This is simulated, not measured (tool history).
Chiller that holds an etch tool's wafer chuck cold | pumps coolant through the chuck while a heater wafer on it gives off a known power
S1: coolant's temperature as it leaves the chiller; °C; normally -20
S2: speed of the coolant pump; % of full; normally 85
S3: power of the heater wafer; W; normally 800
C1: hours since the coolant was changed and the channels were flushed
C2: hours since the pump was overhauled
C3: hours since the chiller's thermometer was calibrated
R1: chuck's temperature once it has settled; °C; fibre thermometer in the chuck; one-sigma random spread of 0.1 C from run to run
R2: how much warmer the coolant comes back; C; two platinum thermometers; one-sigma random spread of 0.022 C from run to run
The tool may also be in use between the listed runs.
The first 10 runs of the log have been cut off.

Run 11, day 21.783: usual settings; C1 1225; C2 872; C3 2378. Result: R1 -13.6 °C, R2 2.48 C.
Run 12, day 23.358: usual settings; C1 1263; C2 909; C3 2415. Result: R1 -13.4 °C, R2 2.54 C.
Run 13, day 25.717: usual settings but S1 -19 °C; C1 1319; C2 966; C3 2472. Result: R1 -12.4 °C, R2 2.59 C.
Run 14, day 26.921: usual settings but S1 -19 °C; C1 1348; C2 995; C3 2501. Result: R1 -12.4 °C, R2 2.63 C.
At day 27.079: gauge calibrated.
Run 15, day 28.217: usual settings but S2 74 % of full; C1 1379; C2 1026; C3 2532. Result: R1 -12.8 °C, R2 2.48 C.
Run 16, day 30.004: usual settings but S2 74 % of full; C1 1422; C2 1069; C3 2575. Result: R1 -12.8 °C, R2 2.53 C.
Run 17, day 32.258: usual settings but S1 -14 °C, S2 94 % of full; C1 1476; C2 1123; C3 2629. Result: R1 -7.6 °C, R2 2.03 C.
Run 18, day 34.821: usual settings but S1 -27 °C, S3 1138 W; C1 1538; C2 1185; C3 2691. Result: R1 -17.7 °C, R2 3.17 C.
Run 19, day 37.421: usual settings but S1 -14 °C, S3 723 W; C1 1600; C2 1247; C3 2753. Result: R1 -8.2 °C, R2 2.12 C.
Run 20, day 39.233: usual settings but S1 -21 °C, S3 457 W; C1 1644; C2 1290; C3 2796. Result: R1 -17.2 °C, R2 1.42 C.

Run 21 comes next. What will it give?
Run 21, day 40.383: usual settings but S1 -11 °C, S2 100 % of full, S3 457 W; C1 1671; C2 1318; C3 2824. Result: R1 ?, R2 ?.

R1: -7.5 °C
R2: 1.27 C
The same run, on a tool lacking any hidden state, would have yielded R1 -7.5 °C, R2 1.03 C.
